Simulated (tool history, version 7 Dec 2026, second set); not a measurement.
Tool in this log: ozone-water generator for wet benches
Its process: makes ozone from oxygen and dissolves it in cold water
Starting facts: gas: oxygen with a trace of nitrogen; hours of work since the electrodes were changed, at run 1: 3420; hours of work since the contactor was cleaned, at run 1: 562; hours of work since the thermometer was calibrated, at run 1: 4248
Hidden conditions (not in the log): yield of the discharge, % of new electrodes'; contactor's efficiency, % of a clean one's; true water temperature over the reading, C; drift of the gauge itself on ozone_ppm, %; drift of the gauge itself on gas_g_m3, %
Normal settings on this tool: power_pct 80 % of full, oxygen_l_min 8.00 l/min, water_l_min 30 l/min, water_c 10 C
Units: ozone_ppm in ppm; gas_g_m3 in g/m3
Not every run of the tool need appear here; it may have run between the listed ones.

run,hour,power_pct,oxygen_l_min,water_l_min,water_c,hours of work since the electrodes were changed,hours of work since the contactor was cleaned,hours of work since the thermometer was calibrated,ozone_ppm,gas_g_m3
1,0.0,80,8.00,30,10,3420,562,4248,37.7,271.1
2,114.1,80,8.00,30,13,3530,672,4358,35.6,271.8
3,219.0,94,8.00,30,10,3631,772,4458,40.3,294.1
4,305.8,94,8.00,30,12,3714,856,4542,38.9,292.4
5,461.2,94,8.00,30,12,3863,1005,4691,38.8,291.6
6,570.1,94,8.00,30,12,3968,1109,4796,38.8,289.9
# hour 676.4: water thermometer calibrated
7,687.7,98,8.00,30,10,4080,1222,11,40.5,296.6
8,838.5,98,8.00,30,10,4225,1366,156,40.7,296.4
9,995.7,80,8.00,30,10,4376,1517,307,36.0,263.3
10,1110.1,87,8.00,30,10,4486,1627,416,37.7,273.1
11,1230.7,80,8.00,30,10,4601,1743,532,35.8,262.1
12,1322.9,80,8.00,30,10,4690,1831,621,35.9,260.7
# hour 1339.5: contactor cleaned
13,1477.5,80,8.00,30,10,4834,132,765,35.2,259.3
14,1616.7,74,8.00,36,10,4968,266,899,29.3,248.6
15,1775.6,75,6.28,28,7,5120,419,1051,35.6,278.7
16,1926.9,80,7.12,30,13,5266,564,1196,32.7,272.4
17,2000.3,80,10.38,30,11,5336,634,1267,35.2,227.9
18,2076.4,80,7.45,24,10,5409,707,1340,41.1,265.4
19,2170.9,80,7.45,24,10,5500,798,1431,40.7,262.8
# hour 2217.6: contactor cleaned, once more
20,2323.3,52,13.56,29,8,5642,101,1573,31.8,163.6
21,2432.1,52,8.58,29,5,5747,206,1678,31.1,199.3

Predict each of these 4 candidate next runs independently; none follows another, all start after run 21:
# hour 2510.8: electrodes of the discharge changed
A,2521.6,71,8.00,30,5,10,286,1758,?,?
# hour 2510.8: electrodes of the discharge changed
B,2521.6,52,8.58,29,6,10,286,1758,?,?
# hour 2510.8: electrodes of the discharge changed
C,2521.6,80,8.00,30,14,10,286,1758,?,?
# hour 2510.8: electrodes of the discharge changed
D,2521.6,80,8.00,30,7,10,286,1758,?,?

run,ozone_ppm,gas_g_m3
A,40.7,275.7
B,35.5,225.5
C,39.0,298.6
D,42.5,296.8
Had the tool no hidden state, the same runs would have come out as:
run,ozone_ppm,gas_g_m3
A,41.3,278.4
B,35.9,227.3
C,39.6,301.7
D,43.1,299.9

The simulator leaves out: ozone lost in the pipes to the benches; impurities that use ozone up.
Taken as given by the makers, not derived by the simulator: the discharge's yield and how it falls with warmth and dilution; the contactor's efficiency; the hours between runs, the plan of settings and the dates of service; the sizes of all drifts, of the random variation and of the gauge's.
